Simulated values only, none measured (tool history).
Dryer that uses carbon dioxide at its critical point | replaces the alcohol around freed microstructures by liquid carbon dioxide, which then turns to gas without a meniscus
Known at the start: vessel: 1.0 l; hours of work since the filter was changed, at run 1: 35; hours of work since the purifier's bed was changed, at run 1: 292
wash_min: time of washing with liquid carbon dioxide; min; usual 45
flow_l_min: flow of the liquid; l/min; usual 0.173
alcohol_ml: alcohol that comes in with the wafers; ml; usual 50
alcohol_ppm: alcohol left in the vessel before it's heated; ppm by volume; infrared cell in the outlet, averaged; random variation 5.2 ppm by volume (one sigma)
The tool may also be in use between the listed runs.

run	hour	wash_min	flow_l_min	alcohol_ml	hours of work since the filter was changed	hours of work since the purifier's bed was changed	alcohol_ppm
1	0.0	45	0.173	50	35	292	113
2	47.2	45	0.173	50	64	320	107
3	93.9	45	0.173	50	93	349	125
4	131.2	45	0.173	50	115	371	120
5	186.1	45	0.173	50	149	405	127
6	231.4	45	0.173	50	176	432	138
7	261.5	45	0.173	50	194	450	140
8	308.4	45	0.173	50	223	479	138
9	349.6	45	0.173	50	248	504	149
10	387.3	45	0.173	50	271	527	148
11	428.7	45	0.173	50	296	552	156
12	463.1	45	0.113	50	317	573	1027
13	495.6	45	0.113	50	337	593	1083
14	541.8	45	0.173	79	365	621	230
15	597.1	45	0.173	79	398	655	251
16	653.0	31	0.120	43	432	688	2608
17	678.2	35	0.116	57	448	704	2757
18	703.3	35	0.116	57	463	719	2702
19	734.1	45	0.183	37	482	738	130
20	759.1	45	0.107	50	497	753	1423
# hour 808.4: inlet filter changed
21	808.4	62	0.121	78	0	782	251
# hour 827.8: purifier's bed changed
22	860.5	45	0.287	27	30	20	8
23	894.2	31	0.126	119	50	40	5336
24	935.1	31	0.253	93	75	65	153
25	968.9	31	0.253	93	96	86	162
26	996.7	28	0.253	93	113	103	284
27	1019.3	52	0.173	53	126	116	47
28	1059.3	70	0.173	50	151	141	17
29	1096.7	43	0.109	116	173	163	2944

The next listed run, before its measurement:
30	1128.6	43	0.109	116	193	183	?

alcohol_ppm: 3053 ppm by volume
Without the tool's hidden state the same run would have given alcohol_ppm 2649 ppm by volume.
